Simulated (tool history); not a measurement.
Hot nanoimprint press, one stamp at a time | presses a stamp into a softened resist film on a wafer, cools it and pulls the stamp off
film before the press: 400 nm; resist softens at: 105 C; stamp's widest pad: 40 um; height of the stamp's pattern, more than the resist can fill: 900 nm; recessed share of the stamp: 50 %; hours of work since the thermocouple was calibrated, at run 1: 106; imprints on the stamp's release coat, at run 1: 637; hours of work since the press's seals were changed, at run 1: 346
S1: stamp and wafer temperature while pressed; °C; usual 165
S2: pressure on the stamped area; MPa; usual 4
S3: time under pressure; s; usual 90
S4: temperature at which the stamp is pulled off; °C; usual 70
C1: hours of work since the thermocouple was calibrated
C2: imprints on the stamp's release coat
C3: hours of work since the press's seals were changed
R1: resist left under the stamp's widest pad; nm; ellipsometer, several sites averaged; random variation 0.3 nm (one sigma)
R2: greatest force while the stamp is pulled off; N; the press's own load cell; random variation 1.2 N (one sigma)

{"run": 1, "day": 0.0, "S1": 165, "S2": 4, "S3": 90, "S4": 70, "C1": 106, "C2": 637, "C3": 346, "R1": 219.4, "R2": 131}
{"run": 2, "day": 0.342, "S1": 165, "S2": 4, "S3": 90, "S4": 70, "C1": 113, "C2": 685, "C3": 352, "R1": 219, "R2": 132}
{"run": 3, "day": 0.554, "S1": 165, "S2": 4, "S3": 90, "S4": 70, "C1": 117, "C2": 714, "C3": 356, "R1": 219.3, "R2": 133}
{"run": 4, "day": 0.946, "S1": 165, "S2": 4, "S3": 90, "S4": 70, "C1": 124, "C2": 768, "C3": 363, "R1": 218.7, "R2": 132}
{"run": 5, "day": 1.262, "S1": 165, "S2": 4, "S3": 90, "S4": 70, "C1": 130, "C2": 812, "C3": 369, "R1": 218.8, "R2": 131}
{"run": 6, "day": 1.733, "S1": 165, "S2": 4, "S3": 90, "S4": 70, "C1": 139, "C2": 878, "C3": 378, "R1": 218.7, "R2": 134}
{"run": 7, "day": 2.104, "S1": 165, "S2": 4, "S3": 89, "S4": 70, "C1": 146, "C2": 929, "C3": 385, "R1": 219.2, "R2": 132}
{"run": 8, "day": 2.45, "S1": 165, "S2": 4, "S3": 89, "S4": 70, "C1": 152, "C2": 977, "C3": 391, "R1": 219.4, "R2": 133}
{"run": 9, "day": 2.721, "S1": 165, "S2": 4, "S3": 89, "S4": 70, "C1": 157, "C2": 1014, "C3": 397, "R1": 219.6, "R2": 131}
{"run": 10, "day": 3.192, "S1": 165, "S2": 4, "S3": 89, "S4": 70, "C1": 166, "C2": 1080, "C3": 405, "R1": 219, "R2": 130}
{"run": 11, "day": 3.629, "S1": 165, "S2": 4, "S3": 90, "S4": 70, "C1": 174, "C2": 1140, "C3": 413, "R1": 218.2, "R2": 132}
{"run": 12, "day": 4.15, "S1": 165, "S2": 4, "S3": 90, "S4": 70, "C1": 184, "C2": 1212, "C3": 423, "R1": 218, "R2": 132}
{"run": 13, "day": 4.467, "S1": 165, "S2": 4, "S3": 90, "S4": 62, "C1": 190, "C2": 1257, "C3": 429, "R1": 218.2, "R2": 157}
{"run": 14, "day": 4.708, "S1": 165, "S2": 4, "S3": 58, "S4": 75, "C1": 194, "C2": 1290, "C3": 434, "R1": 250.7, "R2": 116}
{"run": 15, "day": 5.058, "S1": 164, "S2": 2.85, "S3": 164, "S4": 75, "C1": 201, "C2": 1338, "C3": 440, "R1": 208.8, "R2": 118}
{"run": 16, "day": 5.312, "S1": 164, "S2": 6.19, "S3": 110, "S4": 58, "C1": 205, "C2": 1374, "C3": 445, "R1": 174.8, "R2": 168}
{"day": 5.692, "done": "stamp cleaned and given a new release coat"}
{"run": 17, "day": 5.858, "S1": 164, "S2": 6.19, "S3": 110, "S4": 58, "C1": 211, "C2": 23, "C3": 450, "R1": 174.7, "R2": 170}
{"run": 18, "day": 6.083, "S1": 168, "S2": 4.25, "S3": 110, "S4": 58, "C1": 215, "C2": 54, "C3": 454, "R1": 178.5, "R2": 168}
{"run": 19, "day": 6.558, "S1": 156, "S2": 6.08, "S3": 144, "S4": 62, "C1": 224, "C2": 120, "C3": 463, "R1": 216, "R2": 158}
{"run": 20, "day": 7.046, "S1": 156, "S2": 6.08, "S3": 144, "S4": 62, "C1": 233, "C2": 187, "C3": 472, "R1": 216.4, "R2": 157}
{"run": 21, "day": 7.275, "S1": 156, "S2": 6.08, "S3": 144, "S4": 62, "C1": 237, "C2": 220, "C3": 477, "R1": 216.2, "R2": 156}
{"run": 22, "day": 7.754, "S1": 174, "S2": 5.27, "S3": 119, "S4": 77, "C1": 246, "C2": 286, "C3": 486, "R1": 126.4, "R2": 110}
{"run": 23, "day": 8.058, "S1": 165, "S2": 6.05, "S3": 63, "S4": 62, "C1": 252, "C2": 328, "C3": 491, "R1": 209.3, "R2": 157}
{"run": 24, "day": 8.471, "S1": 165, "S2": 6.05, "S3": 63, "S4": 74, "C1": 260, "C2": 385, "C3": 499, "R1": 208.6, "R2": 120}

4 ways to go on from here, each from the tool as it stands after run 24. What would each give?
{"run": "A", "day": 8.796, "S1": 165, "S2": 2.92, "S3": 90, "S4": 74, "C1": 266, "C2": 430, "C3": 505, "R1": "?", "R2": "?"}
{"run": "B", "day": 8.796, "S1": 165, "S2": 4, "S3": 82, "S4": 66, "C1": 266, "C2": 430, "C3": 505, "R1": "?", "R2": "?"}
{"run": "C", "day": 8.796, "S1": 154, "S2": 3.74, "S3": 91, "S4": 74, "C1": 266, "C2": 430, "C3": 505, "R1": "?", "R2": "?"}
{"run": "D", "day": 8.796, "S1": 157, "S2": 4.13, "S3": 141, "S4": 70, "C1": 266, "C2": 430, "C3": 505, "R1": "?", "R2": "?"}

run=A R1=244 R2=119
run=B R1=223.6 R2=144
run=C R1=302.4 R2=118
run=D R1=241.4 R2=131
Without the tool's hidden state the same runs would have given:
run=A R1=246.4 R2=119
run=B R1=225.9 R2=144
run=C R1=305.5 R2=118
run=D R1=243.8 R2=130
